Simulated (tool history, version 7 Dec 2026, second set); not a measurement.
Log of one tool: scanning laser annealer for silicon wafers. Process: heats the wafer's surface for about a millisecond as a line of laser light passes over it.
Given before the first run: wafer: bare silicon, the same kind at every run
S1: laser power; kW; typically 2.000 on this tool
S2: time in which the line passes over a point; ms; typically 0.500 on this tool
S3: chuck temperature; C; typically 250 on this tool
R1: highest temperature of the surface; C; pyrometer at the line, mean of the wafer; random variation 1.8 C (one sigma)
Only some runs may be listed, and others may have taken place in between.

run    hour     S1     S2   S3    R1
  1     0.0  2.000  0.500  250  1019
  2    36.9  2.000  0.500  250  1019
  3    82.9  2.107  0.500  250  1054
  4   129.6  1.992  0.500  250  1011
  5   172.5  2.000  0.500  250  1016
  6   223.0  2.000  0.416  250   935
  7   288.5  2.000  0.416  250   937
  8   322.5  2.000  0.416  250   934
  9   365.7  1.947  0.416  250   920
 10   439.4  1.963  0.500  250   997
 11   509.1  1.963  0.500  250   996
 12   583.2  1.963  0.500  250   992
 13   636.0  1.963  0.500  250   991
 14   688.4  1.963  0.500  250   988
 15   754.5  1.963  0.500  250   989
 16   808.6  1.895  0.382  250   864
 17   848.8  1.895  0.382  250   856
 18   894.8  2.168  0.500  240  1049
 19   932.8  1.799  0.500  224   903
 20   994.1  1.799  0.500  224   898
 21  1066.4  1.799  0.500  224   897
 22  1139.2  2.000  0.575  250  1056
 23  1209.9  1.838  0.400  210   812
 24  1267.8  1.730  0.484  229   863
 25  1313.6  1.705  0.571  273   958
     1321.6  -- window over the wafer cleaned
 26  1380.6  1.755  0.571  214   934
 27  1416.9  2.104  0.571  214  1068
 28  1453.1  1.770  0.500  250   921
 29  1486.8  1.770  0.500  250   921
 30  1518.8  1.770  0.465  214   854

Below, each run's measurement less what the same run would have read without the hidden state. Both values contain the same run-to-run variation, but the gauge's scatter may not be the same in both:
Unlogged tool condition in this case: light that passes the window, % of a clean one's; laser's true power over the reading, %; width of the line over the set one, %; drift of the gauge itself on peak_c, C.
run   R1
  1   -9
  2  -10
  3  -11
  4  -11
  5  -12
  6  -12
  7  -13
  8  -14
  9  -14
 10  -18
 11  -19
 12  -21
 13  -21
 14  -23
 15  -23
 16  -20
 17  -21
 18  -29
 19  -26
 20  -26
 21  -27
 22  -35
 23  -27
 24  -29
 25  -33
 26  -22
 27  -26
 28  -21
 29  -22
 30  -21

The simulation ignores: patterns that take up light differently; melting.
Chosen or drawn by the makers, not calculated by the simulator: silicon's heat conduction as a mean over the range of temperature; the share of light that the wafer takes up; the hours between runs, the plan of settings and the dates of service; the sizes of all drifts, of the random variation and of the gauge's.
